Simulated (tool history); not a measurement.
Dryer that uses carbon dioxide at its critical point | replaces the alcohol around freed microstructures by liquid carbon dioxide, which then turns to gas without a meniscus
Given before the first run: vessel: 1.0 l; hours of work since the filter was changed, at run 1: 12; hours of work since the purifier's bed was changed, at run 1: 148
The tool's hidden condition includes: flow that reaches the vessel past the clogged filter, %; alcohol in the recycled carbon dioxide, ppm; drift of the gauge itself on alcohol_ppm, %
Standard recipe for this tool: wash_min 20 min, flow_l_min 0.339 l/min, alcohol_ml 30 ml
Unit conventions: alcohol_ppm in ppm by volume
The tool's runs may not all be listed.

run    day  wash_min  flow_l_min  alcohol_ml  hours of work since the filter was changed  hours of work since the purifier's bed was changed  alcohol_ppm
  1  0.000        20       0.339          30                                          12                                                 148          146
  2  0.358        20       0.454          30                                          19                                                 154           56
  3  0.554        20       0.454          30                                          23                                                 158           59
  4  0.792        20       0.454          30                                          27                                                 162           58
  5  1.046        20       0.339          39                                          32                                                 167          206
  6  1.400        18       0.339          30                                          38                                                 174          269
  7  1.767        28       0.339          30                                          45                                                 180           63
  8  2.167        28       0.339          30                                          52                                                 188           62
  9  2.504        22       0.339          30                                          58                                                 194          124
 10  2.871        22       0.339          30                                          65                                                 201          128
 11  3.288        20       0.339          30                                          73                                                 208          199
 12  3.554        20       0.339          30                                          78                                                 213          198
 13  3.871        20       0.339          30                                          84                                                 219          199
 14  4.208        20       0.339          30                                          90                                                 225          202
 15  4.454        20       0.339          30                                          94                                                 230          211
 16  4.683        20       0.339          30                                          99                                                 234          207
 17  5.021        20       0.339          30                                         105                                                 240          211
 18  5.388        20       0.339          30                                         112                                                 247          220
 19  5.579        20       0.339          30                                         115                                                 251          218
 20  5.758        20       0.339          30                                         118                                                 254          215
 21  6.196        20       0.339          30                                         126                                                 262          232
 22  6.408        20       0.203          30                                         130                                                 266         1385
 23  6.850        20       0.339          99                                         138                                                 274          624
 24  7.129        16       0.203          30                                         144                                                 279         2579

The next listed run, before its measurement:
 25  7.388        19       0.203          79                                         148                                                 284            ?

Logged for run 25: alcohol_ppm 4218 ppm by volume.
With no hidden state in the tool, this same run would have given alcohol_ppm 3134 ppm by volume.
